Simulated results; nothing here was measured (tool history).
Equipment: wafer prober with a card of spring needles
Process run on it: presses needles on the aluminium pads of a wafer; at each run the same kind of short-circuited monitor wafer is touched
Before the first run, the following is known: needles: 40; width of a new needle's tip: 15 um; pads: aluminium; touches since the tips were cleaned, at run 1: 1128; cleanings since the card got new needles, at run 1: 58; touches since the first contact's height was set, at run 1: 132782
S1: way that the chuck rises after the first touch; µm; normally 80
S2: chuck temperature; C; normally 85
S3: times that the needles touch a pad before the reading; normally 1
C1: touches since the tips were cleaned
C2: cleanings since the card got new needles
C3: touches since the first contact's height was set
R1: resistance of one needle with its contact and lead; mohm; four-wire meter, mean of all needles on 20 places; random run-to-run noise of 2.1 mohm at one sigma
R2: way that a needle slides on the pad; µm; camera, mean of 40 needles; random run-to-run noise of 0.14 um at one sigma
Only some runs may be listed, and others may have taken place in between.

| run | hour | S1 | S2 | S3 | C1 | C2 | C3 | R1 | R2 |
|---|---|---|---|---|---|---|---|---|---|
| 1 | 0 | 80 | 85 | 1 | 1128 | 58 | 132782 | 257 | 11.2 |
|  | 1.8 | tips cleaned on abrasive film |
|  | 5.3 | tips cleaned on abrasive film |
|  | 9.7 | tips cleaned on abrasive film |
|  | 14 | tips cleaned on abrasive film |
|  | 18.4 | tips cleaned on abrasive film |
|  | 22.7 | tips cleaned on abrasive film |
|  | 27.1 | tips cleaned on abrasive film |
| 2 | 29.4 | 80 | 85 | 1 | 1248 | 65 | 148554 | 267 | 10.95 |
|  | 31.2 | tips cleaned on abrasive film |
|  | 35.5 | tips cleaned on abrasive film |
|  | 39.9 | tips cleaned on abrasive film |
|  | 43.4 | tips cleaned on abrasive film |
|  | 47.7 | tips cleaned on abrasive film |
|  | 52.1 | tips cleaned on abrasive film |
|  | 54.8 | height of the first contact set anew |
| 3 | 54.8 | 80 | 85 | 1 | 1338 | 71 | 0 | 258 | 12.04 |
|  | 56.6 | tips cleaned on abrasive film |
|  | 61 | tips cleaned on abrasive film |
|  | 65.3 | tips cleaned on abrasive film |
|  | 69.7 | tips cleaned on abrasive film |
|  | 74.1 | tips cleaned on abrasive film |
|  | 78.4 | tips cleaned on abrasive film |
|  | 82.8 | tips cleaned on abrasive film |
|  | 87.1 | tips cleaned on abrasive film |
|  | 90.6 | tips cleaned on abrasive film |
|  | 95 | tips cleaned on abrasive film |
|  | 99.3 | tips cleaned on abrasive film |
|  | 102.8 | tips cleaned on abrasive film |
| 4 | 105.9 | 80 | 85 | 2 | 1702 | 83 | 27472 | 255 | 11.53 |
|  | 106.9 | tips cleaned on abrasive film |
|  | 110.4 | tips cleaned on abrasive film |
|  | 114.8 | tips cleaned on abrasive film |
|  | 118.3 | tips cleaned on abrasive film |
|  | 122.6 | tips cleaned on abrasive film |
|  | 127 | tips cleaned on abrasive film |
|  | 131.3 | tips cleaned on abrasive film |
| 5 | 132.8 | 80 | 85 | 2 | 806 | 90 | 41864 | 247 | 11.77 |
|  | 135.4 | tips cleaned on abrasive film |
|  | 139 | tips cleaned on abrasive film |
|  | 143.3 | tips cleaned on abrasive film |
|  | 147.7 | tips cleaned on abrasive film |
|  | 152 | tips cleaned on abrasive film |
|  | 156.4 | tips cleaned on abrasive film |
| 6 | 157.1 | 80 | 85 | 2 | 413 | 96 | 54927 | 244 | 11.66 |
|  | 160.6 | tips cleaned on abrasive film |
|  | 165 | tips cleaned on abrasive film |
|  | 169.3 | tips cleaned on abrasive film |
|  | 173.7 | tips cleaned on abrasive film |
|  | 178.1 | tips cleaned on abrasive film |
|  | 182.4 | tips cleaned on abrasive film |
| 7 | 185 | 80 | 85 | 2 | 1417 | 102 | 69931 | 255 | 11.62 |
|  | 186 | tips cleaned on abrasive film |
|  | 190.3 | tips cleaned on abrasive film |
|  | 193.8 | tips cleaned on abrasive film |
|  | 198.2 | tips cleaned on abrasive film |
|  | 201.7 | tips cleaned on abrasive film |
|  | 206 | tips cleaned on abrasive film |
|  | 210.4 | tips cleaned on abrasive film |
|  | 214.8 | tips cleaned on abrasive film |
|  | 219.1 | tips cleaned on abrasive film |
| 8 | 219.8 | 80 | 85 | 2 | 384 | 111 | 88595 | 239 | 11.66 |
|  | 223.3 | tips cleaned on abrasive film |
|  | 227.7 | tips cleaned on abrasive film |
|  | 232 | tips cleaned on abrasive film |
|  | 236.4 | tips cleaned on abrasive film |
|  | 239.9 | tips cleaned on abrasive film |
|  | 244.2 | tips cleaned on abrasive film |
|  | 248.6 | tips cleaned on abrasive film |
|  | 252.1 | tips cleaned on abrasive film |
|  | 256.5 | tips cleaned on abrasive film |
|  | 260.8 | tips cleaned on abrasive film |
|  | 265.2 | tips cleaned on abrasive film |
|  | 269.1 | tips cleaned on abrasive film |
| 9 | 269.1 | 80 | 85 | 1 | 0 | 123 | 115047 | 233 | 11.31 |
|  | 273.4 | tips cleaned on abrasive film |
|  | 276.9 | tips cleaned on abrasive film |
|  | 281.3 | tips cleaned on abrasive film |
|  | 285.6 | tips cleaned on abrasive film |
|  | 289.2 | tips cleaned on abrasive film |
|  | 293.5 | tips cleaned on abrasive film |
|  | 297.9 | tips cleaned on abrasive film |
| 10 | 298.3 | 99 | 85 | 3 | 248 | 130 | 130756 | 236 | 14.09 |

Run 11 comes next. What will it give?
|  | 301.8 | tips cleaned on abrasive film |
|  | 306.2 | tips cleaned on abrasive film |
|  | 309.7 | tips cleaned on abrasive film |
|  | 314 | tips cleaned on abrasive film |
|  | 318.4 | tips cleaned on abrasive film |
|  | 322.8 | tips cleaned on abrasive film |
|  | 327.1 | tips cleaned on abrasive film |
|  | 331.5 | tips cleaned on abrasive film |
|  | 335.8 | tips cleaned on abrasive film |
| 11 | 338.3 | 80 | 45 | 1 | 1379 | 139 | 152283 | ? | ? |

Run 11 yielded R1 268 mohm, R2 10.81 µm.
Minus the tool's unlogged condition, the same run would have read R1 222 mohm, R2 11.8 µm.
